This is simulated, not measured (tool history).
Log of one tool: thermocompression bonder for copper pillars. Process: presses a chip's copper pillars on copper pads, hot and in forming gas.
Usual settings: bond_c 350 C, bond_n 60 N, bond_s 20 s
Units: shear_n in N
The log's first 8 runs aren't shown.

Run 9, hour 373.9: usual settings but bond_c 367 C. Result: shear_n 54.8 N.
Run 10, hour 402.2: usual settings. Result: shear_n 48.0 N.
Run 11, hour 454.5: usual settings but bond_n 79 N. Result: shear_n 58.1 N.
At hour 477.5: forming gas filter changed.
Run 12, hour 495.8: usual settings but bond_c 343 C. Result: shear_n 45.7 N.
Run 13, hour 550.8: usual settings but bond_c 343 C. Result: shear_n 45.6 N.
Run 14, hour 579.0: usual settings. Result: shear_n 48.5 N.
Run 15, hour 630.2: usual settings but bond_c 326 C. Result: shear_n 38.6 N.
Run 16, hour 665.7: usual settings but bond_c 326 C. Result: shear_n 38.4 N.
Run 17, hour 727.2: usual settings but bond_n 62 N. Result: shear_n 49.2 N.
Run 18, hour 775.1: usual settings but bond_n 51 N. Result: shear_n 42.0 N.
Run 19, hour 806.4: usual settings but bond_n 51 N. Result: shear_n 41.8 N.
Run 20, hour 847.7: usual settings but bond_c 353 C, bond_s 36 s. Result: shear_n 58.2 N.
Run 21, hour 906.9: usual settings but bond_c 379 C, bond_n 75 N. Result: shear_n 67.2 N.
At hour 952.5: forming gas filter changed.
Run 22, hour 964.1: usual settings but bond_c 351 C, bond_n 75 N, bond_s 12 s. Result: shear_n 49.0 N.
Run 23, hour 1022.3: usual settings but bond_c 362 C, bond_n 75 N, bond_s 40 s. Result: shear_n 72.6 N.
Run 24, hour 1089.8: usual settings but bond_c 362 C, bond_n 75 N, bond_s 40 s. Result: shear_n 72.3 N.

Run 25 comes next. What will it give?
Run 25, hour 1156.9: usual settings but bond_c 322 C, bond_n 38 N, bond_s 23 s. Result: shear_n ?.

shear_n: 25.2 N
Without the tool's hidden state the same run would have given shear_n 25.6 N.
